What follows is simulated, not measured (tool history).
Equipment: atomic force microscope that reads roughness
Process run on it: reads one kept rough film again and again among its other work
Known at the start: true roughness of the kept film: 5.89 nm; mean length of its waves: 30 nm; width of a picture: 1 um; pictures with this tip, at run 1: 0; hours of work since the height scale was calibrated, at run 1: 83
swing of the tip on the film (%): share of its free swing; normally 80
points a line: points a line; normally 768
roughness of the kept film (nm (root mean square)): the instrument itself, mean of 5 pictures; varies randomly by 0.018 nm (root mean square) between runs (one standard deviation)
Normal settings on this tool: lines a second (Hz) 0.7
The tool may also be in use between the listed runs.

run	day	lines a second (Hz)	swing of the tip on the film (%)	points a line	pictures with this tip	hours of work since the height scale was calibrated	roughness of the kept film (nm (root mean square))
1	0	0.7	80	768	0	83	4.326
2	0.654	0.7	80	768	21	93	4.063
3	1.458	0.7	80	768	48	104	3.864
4	2.654	0.7	80	768	87	121	3.55
5	3.538	0.7	88	768	116	133	3.223
6	4.4	1.67	80	768	145	146	2.864
# day 4.838: new tip fitted
7	5.658	0.7	80	768	27	163	4.043
8	6.633	0.7	80	829	59	177	3.763
9	7.412	0.7	80	829	84	188	3.575
10	7.958	0.7	80	829	102	195	3.418
11	8.75	0.7	80	768	129	207	3.247
12	9.567	0.7	80	768	155	218	3.112
# day 9.675: new tip fitted
13	10.458	0.7	80	768	26	230	4.051
14	11.292	0.7	69	298	54	242	3.896
15	12.133	0.7	69	298	81	254	3.686
16	12.962	0.7	69	298	109	266	3.475
# day 13.096: height scale calibrated on a step standard
17	13.562	0.505	80	688	127	7	3.295
18	14.321	0.739	88	688	152	17	3.001
# day 14.496: new tip fitted
19	15.112	1.711	73	315	21	28	3.821
20	16.212	1.711	73	315	57	44	3.503
21	17.267	2.659	89	315	92	59	2.615
22	18.225	2.659	89	315	123	72	2.473
# day 19.258: new tip fitted
23	19.258	0.916	69	717	0	86	4.311
24	19.817	1.658	69	761	18	94	3.99

Branching from run 24: 4 alternative next runs. What would each branch give?
# day 20.512: height scale calibrated on a step standard, once more
A	20.517	2.273	83	266	40	0	?
# day 20.512: height scale calibrated on a step standard, once more
B	20.517	1.191	69	440	40	0	?
# day 20.512: height scale calibrated on a step standard, once more
C	20.517	2.735	78	1020	40	0	?
# day 20.512: height scale calibrated on a step standard, once more
D	20.517	3.353	85	492	40	0	?

run	roughness of the kept film (nm (root mean square))
A	3.302
B	3.943
C	3.395
D	2.982
Take away the tool's hidden state, keep each run's random variation, and the runs would have read:
run	roughness of the kept film (nm (root mean square))
A	3.686
B	4.4
C	3.789
D	3.328

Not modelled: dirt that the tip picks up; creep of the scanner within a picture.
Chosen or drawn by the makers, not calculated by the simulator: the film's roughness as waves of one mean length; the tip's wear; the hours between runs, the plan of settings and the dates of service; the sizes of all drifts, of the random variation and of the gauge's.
